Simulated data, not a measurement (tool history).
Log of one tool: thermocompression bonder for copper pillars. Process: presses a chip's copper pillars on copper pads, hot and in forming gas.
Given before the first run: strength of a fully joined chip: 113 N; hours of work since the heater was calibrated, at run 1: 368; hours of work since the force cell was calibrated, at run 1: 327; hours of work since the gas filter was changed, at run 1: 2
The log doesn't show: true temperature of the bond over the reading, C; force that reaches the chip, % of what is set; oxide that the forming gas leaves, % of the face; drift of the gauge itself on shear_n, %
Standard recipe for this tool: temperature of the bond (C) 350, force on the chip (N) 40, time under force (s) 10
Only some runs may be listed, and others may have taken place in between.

run	hour	temperature of the bond (C)	force on the chip (N)	time under force (s)	hours of work since the heater was calibrated	hours of work since the force cell was calibrated	hours of work since the gas filter was changed	force that shears a chip off (N)
1	0	350	40	10	368	327	2	70.4
2	11.7	350	40	8	376	335	10	65
3	19.8	350	40	10	382	340	16	69.7
4	33	350	40	10	391	349	25	69.7
5	42.6	350	40	10	397	356	31	69.7
6	56	350	40	10	407	365	40	69.6
7	69.2	350	40	7	416	374	49	62.8
8	83.7	350	40	10	425	384	59	69.9
9	96.5	357	40	10	434	393	68	72.1
10	107.6	357	40	30	442	400	76	93.7
11	117.8	350	40	10	449	407	83	69.5
12	129.9	350	40	10	457	415	91	69.3
13	140	330	30	10	464	422	98	50.6
14	147	330	30	10	469	427	103	50.6
15	162	370	40	10	479	437	113	76.3
16	176.2	367	59	30	489	447	123	103.9
17	190.4	355	25	30	498	457	132	75.7

For run 18, what comes out?
18	200.1	355	25	30	505	463	139	?

force that shears a chip off (N): 75.2
Had the tool carried no hidden state, the very same run would have given force that shears a chip off (N) 74.7.
